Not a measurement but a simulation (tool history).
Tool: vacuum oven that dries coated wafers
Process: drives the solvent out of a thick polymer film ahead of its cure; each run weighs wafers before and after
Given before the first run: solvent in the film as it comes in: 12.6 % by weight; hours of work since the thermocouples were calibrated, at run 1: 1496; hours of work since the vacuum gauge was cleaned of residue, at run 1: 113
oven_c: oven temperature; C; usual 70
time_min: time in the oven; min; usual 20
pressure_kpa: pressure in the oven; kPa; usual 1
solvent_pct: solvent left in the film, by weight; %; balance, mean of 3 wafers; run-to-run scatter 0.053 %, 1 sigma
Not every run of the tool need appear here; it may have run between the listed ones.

run   hour  oven_c  time_min  pressure_kpa  hours of work since the thermocouples were calibrated  hours of work since the vacuum gauge was cleaned of residue  solvent_pct
  1      0      70        20             1                                                   1496                                                          113         1.73
  2   11.1      70        20             1                                                   1502                                                          119         1.85
  3   19.2      70        20             1                                                   1507                                                          124          1.8
  4   34.8      70        32             1                                                   1515                                                          132         0.75
  5   46.3      70        32             1                                                   1522                                                          139         0.82
  6   64.5      70        32             1                                                   1532                                                          149          0.8
  7   80.4      70        32             1                                                   1540                                                          157         0.71
  8   96.9      70        25             1                                                   1549                                                          166         1.35
  9  108.7      70        25             1                                                   1556                                                          173         1.25
 10  125.7      64        20             1                                                   1565                                                          182         3.49
 11  136.3      58        29          1.27                                                   1571                                                          188         4.46
 12  152.2      58        29          1.27                                                   1580                                                          197         4.39
 13  168.2      62        14          0.78                                                   1588                                                          205         5.35
 14  178.5      81        18          2.67                                                   1594                                                          211         0.75
 15  195.7      65        24          2.67                                                   1603                                                          220         3.19
 16    213      66        22          1.58                                                   1613                                                          230         2.74
 17  231.8      66        22          1.58                                                   1623                                                          240         2.68
 18  245.8      72        22          1.58                                                   1631                                                          248         1.27
 19  263.4      65        27          1.39                                                   1640                                                          257          2.4
 20    281      65        27          1.39                                                   1650                                                          267         2.41

4 options for the next run, each taken on its own from the tool as it stands now. Forecast them:
  A  291.8      72        25          2.59                                                   1656                                                          273            ?
  B  291.8      76        27          1.46                                                   1656                                                          273            ?
  C  291.8      57        29          0.66                                                   1656                                                          273            ?
  D  291.8      59        20             1                                                   1656                                                          273            ?

run  solvent_pct
  A         1.42
  B         0.48
  C         4.34
  D         5.13
Without the tool's unlogged condition, the same runs would have read:
run  solvent_pct
  A         1.44
  B         0.49
  C         4.38
  D         5.17
